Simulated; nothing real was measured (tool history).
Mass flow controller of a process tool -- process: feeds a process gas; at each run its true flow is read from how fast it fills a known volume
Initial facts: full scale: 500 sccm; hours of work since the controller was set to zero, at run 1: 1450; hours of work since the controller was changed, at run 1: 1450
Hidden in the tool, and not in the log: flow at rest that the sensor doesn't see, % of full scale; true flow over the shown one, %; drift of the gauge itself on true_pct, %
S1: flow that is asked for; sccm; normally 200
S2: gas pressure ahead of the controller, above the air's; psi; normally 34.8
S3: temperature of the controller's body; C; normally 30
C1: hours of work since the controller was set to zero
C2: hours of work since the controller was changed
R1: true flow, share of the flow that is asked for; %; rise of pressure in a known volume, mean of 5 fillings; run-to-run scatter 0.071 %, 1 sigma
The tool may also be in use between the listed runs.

| run | hour | S1 | S2 | S3 | C1 | C2 | R1 |
|---|---|---|---|---|---|---|---|
| 1 | 0 | 200 | 34.8 | 30 | 1450 | 1450 | 100.24 |
| 2 | 67.4 | 200 | 34.8 | 38 | 1491 | 1491 | 100.44 |
| 3 | 191.3 | 200 | 34.8 | 36 | 1566 | 1566 | 100.54 |
| 4 | 287.5 | 200 | 24.5 | 30 | 1624 | 1624 | 100.21 |
| 5 | 356.7 | 109 | 34.8 | 30 | 1666 | 1666 | 100.5 |
| 6 | 440.5 | 109 | 34.8 | 30 | 1717 | 1717 | 100.53 |
| 7 | 567.6 | 200 | 34.8 | 30 | 1794 | 1794 | 100.23 |
| 8 | 696.8 | 200 | 34.8 | 30 | 1873 | 1873 | 100.34 |
| 9 | 767.9 | 200 | 34.8 | 30 | 1916 | 1916 | 100.29 |
| 10 | 833.3 | 200 | 34.8 | 21 | 1955 | 1955 | 99.84 |
| 11 | 951.8 | 200 | 34.8 | 21 | 2027 | 2027 | 99.72 |
| 12 | 1079.5 | 200 | 34.8 | 21 | 2105 | 2105 | 99.74 |
| 13 | 1185.1 | 200 | 34.8 | 21 | 2169 | 2169 | 99.83 |
| 14 | 1279.1 | 200 | 34.8 | 21 | 2226 | 2226 | 99.73 |
| 15 | 1377.5 | 200 | 34.8 | 21 | 2285 | 2285 | 99.93 |
| 16 | 1494.6 | 200 | 34.8 | 21 | 2356 | 2356 | 99.77 |
| 17 | 1604.1 | 200 | 38.7 | 30 | 2423 | 2423 | 100.35 |
| 18 | 1724.7 | 200 | 38.7 | 28 | 2496 | 2496 | 100.4 |
| 19 | 1846.2 | 200 | 38.7 | 28 | 2569 | 2569 | 100.38 |
| 20 | 1957.9 | 200 | 38.7 | 28 | 2637 | 2637 | 100.4 |
| 21 | 2118.4 | 200 | 38.7 | 28 | 2734 | 2734 | 100.51 |
| 22 | 2203.1 | 200 | 38.7 | 28 | 2786 | 2786 | 100.46 |
| 23 | 2291.4 | 200 | 34.8 | 30 | 2839 | 2839 | 100.44 |
| 24 | 2361.4 | 200 | 34.8 | 30 | 2882 | 2882 | 100.63 |
| 25 | 2440.9 | 469 | 37.9 | 30 | 2930 | 2930 | 100.47 |
| 26 | 2563.2 | 266 | 29.3 | 30 | 3004 | 3004 | 100.25 |
| 27 | 2703.5 | 266 | 28.3 | 30 | 3089 | 3089 | 100.29 |
| 28 | 2819 | 390 | 21.5 | 30 | 3159 | 3159 | 100.12 |
| 29 | 2948.7 | 306 | 25.1 | 30 | 3238 | 3238 | 100.49 |
| 30 | 3093.6 | 306 | 25.7 | 30 | 3326 | 3326 | 100.22 |
| 31 | 3252 | 439 | 33.4 | 27 | 3422 | 3422 | 100.26 |
| 32 | 3388.3 | 89 | 39.9 | 27 | 3504 | 3504 | 102.02 |
| 33 | 3502.9 | 488 | 39.9 | 24 | 3574 | 3574 | 100.14 |
| 34 | 3632.4 | 488 | 26.4 | 24 | 3652 | 3652 | 100.14 |
| 35 | 3760.4 | 200 | 34.8 | 31 | 3730 | 3730 | 100.71 |
| 36 | 3845.4 | 195 | 20.6 | 25 | 3782 | 3782 | 100.37 |
| 37 | 4003.3 | 52 | 24.7 | 25 | 3877 | 3877 | 104.11 |
| 38 | 4152.2 | 200 | 20.7 | 30 | 3968 | 3968 | 100.76 |
| 39 | 4249.2 | 139 | 36 | 38 | 4026 | 4026 | 101.89 |
| 40 | 4385.8 | 139 | 36 | 38 | 4109 | 4109 | 101.85 |
| 41 | 4512 | 139 | 36 | 38 | 4186 | 4186 | 102.08 |
| 42 | 4643.6 | 139 | 36 | 38 | 4266 | 4266 | 101.94 |
| 43 | 4777.2 | 139 | 36 | 38 | 4346 | 4346 | 102.06 |
| 44 | 4929.8 | 112 | 34.8 | 34 | 4439 | 4439 | 102.42 |
| 45 | 5019.3 | 112 | 34.8 | 34 | 4493 | 4493 | 102.33 |
| 46 | 5160.5 | 112 | 34.8 | 34 | 4579 | 4579 | 102.41 |
| 47 | 5276.1 | 112 | 34.8 | 34 | 4649 | 4649 | 102.46 |

5 options for the next run, each taken on its own from the tool as it stands now. Forecast them:
| A | 5400.8 | 200 | 34.8 | 39 | 4725 | 4725 | ? |
| B | 5400.8 | 407 | 33.9 | 33 | 4725 | 4725 | ? |
| C | 5400.8 | 98 | 24.4 | 30 | 4725 | 4725 | ? |
| D | 5400.8 | 64 | 34.8 | 30 | 4725 | 4725 | ? |
| E | 5400.8 | 112 | 34.8 | 26 | 4725 | 4725 | ? |

| run | R1 |
|---|---|
| A | 101.52 |
| B | 100.74 |
| C | 102.42 |
| D | 104.63 |
| E | 102.09 |
Stripped of hidden state, with their random variation kept, the same runs would have yielded:
| run | R1 |
|---|---|
| A | 100.25 |
| B | 100.34 |
| C | 99.35 |
| D | 99.69 |
| E | 99.47 |
